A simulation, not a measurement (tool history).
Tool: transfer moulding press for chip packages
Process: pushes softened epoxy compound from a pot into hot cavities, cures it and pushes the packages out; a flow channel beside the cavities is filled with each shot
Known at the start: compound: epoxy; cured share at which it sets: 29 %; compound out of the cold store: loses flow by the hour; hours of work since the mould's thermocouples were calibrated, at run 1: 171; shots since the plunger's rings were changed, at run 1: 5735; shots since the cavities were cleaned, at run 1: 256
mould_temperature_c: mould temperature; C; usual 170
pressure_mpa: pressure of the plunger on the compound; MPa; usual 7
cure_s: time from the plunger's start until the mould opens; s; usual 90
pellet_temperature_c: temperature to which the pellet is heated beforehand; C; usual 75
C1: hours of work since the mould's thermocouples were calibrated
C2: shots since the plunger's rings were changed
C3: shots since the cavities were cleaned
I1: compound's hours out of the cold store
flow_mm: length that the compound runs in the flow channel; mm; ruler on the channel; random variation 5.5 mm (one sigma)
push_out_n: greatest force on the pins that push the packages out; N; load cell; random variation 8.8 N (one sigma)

{"run": 1, "day": 0.0, "mould_temperature_c": 170, "pressure_mpa": 7, "cure_s": 90, "pellet_temperature_c": 75, "C1": 171, "C2": 5735, "C3": 256, "I1": 9.8, "flow_mm": 584, "push_out_n": 410}
{"run": 2, "day": 2.054, "mould_temperature_c": 165, "pressure_mpa": 7, "cure_s": 90, "pellet_temperature_c": 75, "C1": 191, "C2": 6111, "C3": 632, "I1": 16.7, "flow_mm": 565, "push_out_n": 551}
{"day": 2.35, "done": "plunger's sealing rings changed"}
{"day": 4.379, "done": "cavities cleaned with cleaning compound and waxed"}
{"run": 3, "day": 4.596, "mould_temperature_c": 165, "pressure_mpa": 7, "cure_s": 90, "pellet_temperature_c": 75, "C1": 215, "C2": 400, "C3": 40, "I1": 38.5, "flow_mm": 525, "push_out_n": 516}
{"run": 4, "day": 6.992, "mould_temperature_c": 170, "pressure_mpa": 7, "cure_s": 90, "pellet_temperature_c": 71, "C1": 238, "C2": 838, "C3": 478, "I1": 37.4, "flow_mm": 509, "push_out_n": 386}
{"run": 5, "day": 8.208, "mould_temperature_c": 170, "pressure_mpa": 7, "cure_s": 111, "pellet_temperature_c": 75, "C1": 250, "C2": 1061, "C3": 701, "I1": 17.8, "flow_mm": 569, "push_out_n": 304}
{"day": 10.117, "done": "cavities cleaned with cleaning compound and waxed"}
{"run": 6, "day": 10.15, "mould_temperature_c": 170, "pressure_mpa": 5.34, "cure_s": 90, "pellet_temperature_c": 75, "C1": 269, "C2": 1405, "C3": 6, "I1": 44.3, "flow_mm": 446, "push_out_n": 357}
{"run": 7, "day": 12.017, "mould_temperature_c": 170, "pressure_mpa": 5.34, "cure_s": 90, "pellet_temperature_c": 75, "C1": 287, "C2": 1747, "C3": 348, "I1": 12.9, "flow_mm": 505, "push_out_n": 389}
{"run": 8, "day": 14.083, "mould_temperature_c": 170, "pressure_mpa": 5.34, "cure_s": 90, "pellet_temperature_c": 80, "C1": 308, "C2": 2125, "C3": 726, "I1": 32.4, "flow_mm": 461, "push_out_n": 381}
{"run": 9, "day": 15.55, "mould_temperature_c": 170, "pressure_mpa": 5.34, "cure_s": 90, "pellet_temperature_c": 80, "C1": 322, "C2": 2393, "C3": 994, "I1": 43.5, "flow_mm": 439, "push_out_n": 373}
{"day": 15.846, "done": "cavities cleaned with cleaning compound and waxed"}
{"run": 10, "day": 17.025, "mould_temperature_c": 170, "pressure_mpa": 5.34, "cure_s": 90, "pellet_temperature_c": 80, "C1": 336, "C2": 2652, "C3": 216, "I1": 25.4, "flow_mm": 486, "push_out_n": 388}
{"run": 11, "day": 18.088, "mould_temperature_c": 170, "pressure_mpa": 5.34, "cure_s": 90, "pellet_temperature_c": 82, "C1": 347, "C2": 2846, "C3": 410, "I1": 37.2, "flow_mm": 454, "push_out_n": 376}
{"run": 12, "day": 19.758, "mould_temperature_c": 169, "pressure_mpa": 7, "cure_s": 90, "pellet_temperature_c": 75, "C1": 363, "C2": 3152, "C3": 716, "I1": 20, "flow_mm": 558, "push_out_n": 404}
{"run": 13, "day": 21.329, "mould_temperature_c": 169, "pressure_mpa": 7, "cure_s": 90, "pellet_temperature_c": 75, "C1": 378, "C2": 3439, "C3": 1003, "I1": 14.6, "flow_mm": 575, "push_out_n": 431}
{"day": 21.512, "done": "cavities cleaned with cleaning compound and waxed"}
{"run": 14, "day": 23.492, "mould_temperature_c": 170, "pressure_mpa": 7, "cure_s": 90, "pellet_temperature_c": 74, "C1": 399, "C2": 3823, "C3": 362, "I1": 46.2, "flow_mm": 502, "push_out_n": 377}
{"run": 15, "day": 25.9, "mould_temperature_c": 170, "pressure_mpa": 7, "cure_s": 90, "pellet_temperature_c": 74, "C1": 423, "C2": 4264, "C3": 803, "I1": 30.7, "flow_mm": 532, "push_out_n": 378}
{"run": 16, "day": 27.033, "mould_temperature_c": 170, "pressure_mpa": 7, "cure_s": 90, "pellet_temperature_c": 74, "C1": 434, "C2": 4472, "C3": 1011, "I1": 36.1, "flow_mm": 520, "push_out_n": 371}
{"day": 27.238, "done": "cavities cleaned with cleaning compound and waxed"}
{"run": 17, "day": 28.692, "mould_temperature_c": 170, "pressure_mpa": 7, "cure_s": 90, "pellet_temperature_c": 74, "C1": 450, "C2": 4764, "C3": 267, "I1": 17.4, "flow_mm": 571, "push_out_n": 397}
{"day": 30.342, "done": "mould's thermocouples calibrated"}
{"run": 18, "day": 31.192, "mould_temperature_c": 170, "pressure_mpa": 7, "cure_s": 90, "pellet_temperature_c": 82, "C1": 8, "C2": 5205, "C3": 708, "I1": 36.6, "flow_mm": 519, "push_out_n": 359}
{"day": 32.971, "done": "cavities cleaned with cleaning compound and waxed"}
{"run": 19, "day": 32.971, "mould_temperature_c": 165, "pressure_mpa": 6.99, "cure_s": 78, "pellet_temperature_c": 71, "C1": 25, "C2": 5520, "C3": 0, "I1": 8.3, "flow_mm": 589, "push_out_n": 802}
{"run": 20, "day": 34.4, "mould_temperature_c": 165, "pressure_mpa": 6.84, "cure_s": 111, "pellet_temperature_c": 73, "C1": 39, "C2": 5781, "C3": 261, "I1": 40.4, "flow_mm": 513, "push_out_n": 347}
{"day": 36.375, "done": "plunger's sealing rings changed"}
{"run": 21, "day": 36.375, "mould_temperature_c": 165, "pressure_mpa": 6.84, "cure_s": 111, "pellet_temperature_c": 73, "C1": 58, "C2": 0, "C3": 604, "I1": 32.5, "flow_mm": 539, "push_out_n": 350}
{"run": 22, "day": 38.025, "mould_temperature_c": 165, "pressure_mpa": 6.84, "cure_s": 111, "pellet_temperature_c": 73, "C1": 74, "C2": 302, "C3": 906, "I1": 23.5, "flow_mm": 551, "push_out_n": 357}
{"day": 38.767, "done": "cavities cleaned with cleaning compound and waxed"}
{"run": 23, "day": 40.633, "mould_temperature_c": 170, "pressure_mpa": 6.7, "cure_s": 90, "pellet_temperature_c": 73, "C1": 99, "C2": 768, "C3": 342, "I1": 32.3, "flow_mm": 521, "push_out_n": 383}
{"run": 24, "day": 42.054, "mould_temperature_c": 170, "pressure_mpa": 6.7, "cure_s": 90, "pellet_temperature_c": 79, "C1": 113, "C2": 1028, "C3": 602, "I1": 29.2, "flow_mm": 526, "push_out_n": 388}
{"day": 44.467, "done": "cavities cleaned with cleaning compound and waxed"}
{"run": 25, "day": 44.467, "mould_temperature_c": 174, "pressure_mpa": 6.34, "cure_s": 73, "pellet_temperature_c": 75, "C1": 136, "C2": 1458, "C3": 0, "I1": 8.8, "flow_mm": 553, "push_out_n": 489}
{"run": 26, "day": 46.742, "mould_temperature_c": 166, "pressure_mpa": 8.46, "cure_s": 102, "pellet_temperature_c": 76, "C1": 159, "C2": 1874, "C3": 416, "I1": 20.3, "flow_mm": 625, "push_out_n": 390}
{"run": 27, "day": 47.804, "mould_temperature_c": 166, "pressure_mpa": 8.46, "cure_s": 77, "pellet_temperature_c": 76, "C1": 169, "C2": 2069, "C3": 611, "I1": 17.5, "flow_mm": 629, "push_out_n": 744}
{"run": 28, "day": 48.967, "mould_temperature_c": 169, "pressure_mpa": 5.87, "cure_s": 88, "pellet_temperature_c": 75, "C1": 181, "C2": 2281, "C3": 823, "I1": 31.6, "flow_mm": 484, "push_out_n": 394}
{"day": 50.083, "done": "cavities cleaned with cleaning compound and waxed"}
{"run": 29, "day": 51.483, "mould_temperature_c": 170, "pressure_mpa": 7, "cure_s": 99, "pellet_temperature_c": 75, "C1": 205, "C2": 2730, "C3": 256, "I1": 38.9, "flow_mm": 518, "push_out_n": 318}

Forecast each of these 3 alternatives for the next run:
{"run": "A", "day": 52.783, "mould_temperature_c": 170, "pressure_mpa": 7, "cure_s": 99, "pellet_temperature_c": 85, "C1": 218, "C2": 2968, "C3": 494, "I1": 22.3, "flow_mm": "?", "push_out_n": "?"}
{"run": "B", "day": 52.783, "mould_temperature_c": 170, "pressure_mpa": 6.5, "cure_s": 109, "pellet_temperature_c": 82, "C1": 218, "C2": 2968, "C3": 494, "I1": 16.1, "flow_mm": "?", "push_out_n": "?"}
{"run": "C", "day": 52.783, "mould_temperature_c": 170, "pressure_mpa": 7, "cure_s": 90, "pellet_temperature_c": 71, "C1": 218, "C2": 2968, "C3": 494, "I1": 8.2, "flow_mm": "?", "push_out_n": "?"}

run=A flow_mm=559 push_out_n=324
run=B flow_mm=554 push_out_n=292
run=C flow_mm=589 push_out_n=401
Without the tool's hidden state the same runs would have given:
run=A flow_mm=560 push_out_n=322
run=B flow_mm=554 push_out_n=291
run=C flow_mm=589 push_out_n=399

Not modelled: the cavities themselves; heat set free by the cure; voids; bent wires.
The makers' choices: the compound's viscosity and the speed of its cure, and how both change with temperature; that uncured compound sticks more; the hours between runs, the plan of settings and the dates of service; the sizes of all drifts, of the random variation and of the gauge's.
